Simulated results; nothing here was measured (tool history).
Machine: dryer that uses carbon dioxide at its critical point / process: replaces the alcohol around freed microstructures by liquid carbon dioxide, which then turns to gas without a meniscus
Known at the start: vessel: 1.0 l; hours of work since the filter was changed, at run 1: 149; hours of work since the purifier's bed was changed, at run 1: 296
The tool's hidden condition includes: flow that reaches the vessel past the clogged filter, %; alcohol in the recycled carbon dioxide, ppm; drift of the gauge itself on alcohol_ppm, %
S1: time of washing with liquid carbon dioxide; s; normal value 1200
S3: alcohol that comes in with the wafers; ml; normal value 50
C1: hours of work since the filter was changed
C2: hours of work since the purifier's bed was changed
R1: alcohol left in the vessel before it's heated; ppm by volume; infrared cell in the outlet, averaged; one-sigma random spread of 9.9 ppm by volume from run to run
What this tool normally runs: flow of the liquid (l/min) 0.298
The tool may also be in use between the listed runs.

Run 1, hour 0: usual settings; C1 149; C2 296. Result: R1 797 ppm by volume.
Run 2, hour 28.4: usual settings; C1 169; C2 316. Result: R1 824 ppm by volume.
Run 3, hour 42.6: usual settings; C1 179; C2 326. Result: R1 817 ppm by volume.
Run 4, hour 59.4: usual settings; C1 191; C2 338. Result: R1 830 ppm by volume.
Run 5, hour 80: usual settings; C1 205; C2 353. Result: R1 851 ppm by volume.
Run 6, hour 110.4: usual settings but flow of the liquid (l/min) 0.363; C1 227; C2 374. Result: R1 431 ppm by volume.
Run 7, hour 129.3: usual settings but flow of the liquid (l/min) 0.363; C1 240; C2 388. Result: R1 441 ppm by volume.
Run 8, hour 154: usual settings but flow of the liquid (l/min) 0.363; C1 258; C2 405. Result: R1 450 ppm by volume.
Run 9, hour 170.5: usual settings but flow of the liquid (l/min) 0.363; C1 269; C2 417. Result: R1 463 ppm by volume.
Run 10, hour 204.6: usual settings but flow of the liquid (l/min) 0.363; C1 294; C2 441. Result: R1 485 ppm by volume.
Run 11, hour 238.1: usual settings but flow of the liquid (l/min) 0.363; C1 317; C2 465. Result: R1 507 ppm by volume.
Run 12, hour 268.1: usual settings but S3 62 ml; C1 339; C2 486. Result: R1 1207 ppm by volume.
Run 13, hour 292.8: usual settings but S3 62 ml; C1 356; C2 504. Result: R1 1260 ppm by volume.
Run 14, hour 310: usual settings but S1 1080 s, flow of the liquid (l/min) 0.397, S3 64 ml; C1 368; C2 516. Result: R1 715 ppm by volume.
Run 15, hour 325.1: usual settings but S1 1620 s, flow of the liquid (l/min) 0.502, S3 56 ml; C1 379; C2 527. Result: R1 147 ppm by volume.
Run 16, hour 355.1: usual settings but flow of the liquid (l/min) 0.324, S3 30 ml; C1 401; C2 548. Result: R1 559 ppm by volume.
Run 17, hour 384.4: usual settings but S1 1020 s, flow of the liquid (l/min) 0.256, S3 30 ml; C1 421; C2 569. Result: R1 1763 ppm by volume.
At hour 404.4: inlet filter changed.
Run 18, hour 405.5: usual settings but S1 1020 s, flow of the liquid (l/min) 0.256, S3 21 ml; C1 1; C2 583. Result: R1 962 ppm by volume.
Run 19, hour 432.5: usual settings but S1 1080 s, flow of the liquid (l/min) 0.256, S3 21 ml; C1 20; C2 602. Result: R1 823 ppm by volume.
Run 20, hour 454.1: usual settings but S1 1140 s, flow of the liquid (l/min) 0.289, S3 21 ml; C1 35; C2 617. Result: R1 522 ppm by volume.
Run 21, hour 468.6: usual settings but flow of the liquid (l/min) 0.283, S3 27 ml; C1 46; C2 628. Result: R1 580 ppm by volume.
Run 22, hour 487.7: usual settings but S3 27 ml; C1 59; C2 641. Result: R1 518 ppm by volume.
Run 23, hour 523.1: usual settings but S3 83 ml; C1 84; C2 666. Result: R1 1240 ppm by volume.
Run 24, hour 544.1: usual settings but S1 1260 s, flow of the liquid (l/min) 0.388, S3 26 ml; C1 99; C2 681. Result: R1 261 ppm by volume.

Forecast each of these 5 alternatives for the next run:
Run A, hour 572: usual settings but S1 1620 s; C1 119; C2 701. Result: R1 ?.
Run B, hour 572: usual settings but S1 1320 s, flow of the liquid (l/min) 0.254, S3 45 ml; C1 119; C2 701. Result: R1 ?.
Run C, hour 572: usual settings but S1 1080 s, flow of the liquid (l/min) 0.289, S3 60 ml; C1 119; C2 701. Result: R1 ?.
Run D, hour 572: usual settings but S1 1260 s, flow of the liquid (l/min) 0.191, S3 26 ml; C1 119; C2 701. Result: R1 ?.
Run E, hour 572: usual settings but flow of the liquid (l/min) 0.46; C1 119; C2 701. Result: R1 ?.

run    R1
  A   333
  B   914
  C  1592
  D  1524
  E   274
With the hidden condition removed and each run's random variation left untouched, the same runs would have given:
run    R1
  A   122
  B   633
  C  1222
  D  1201
  E    73
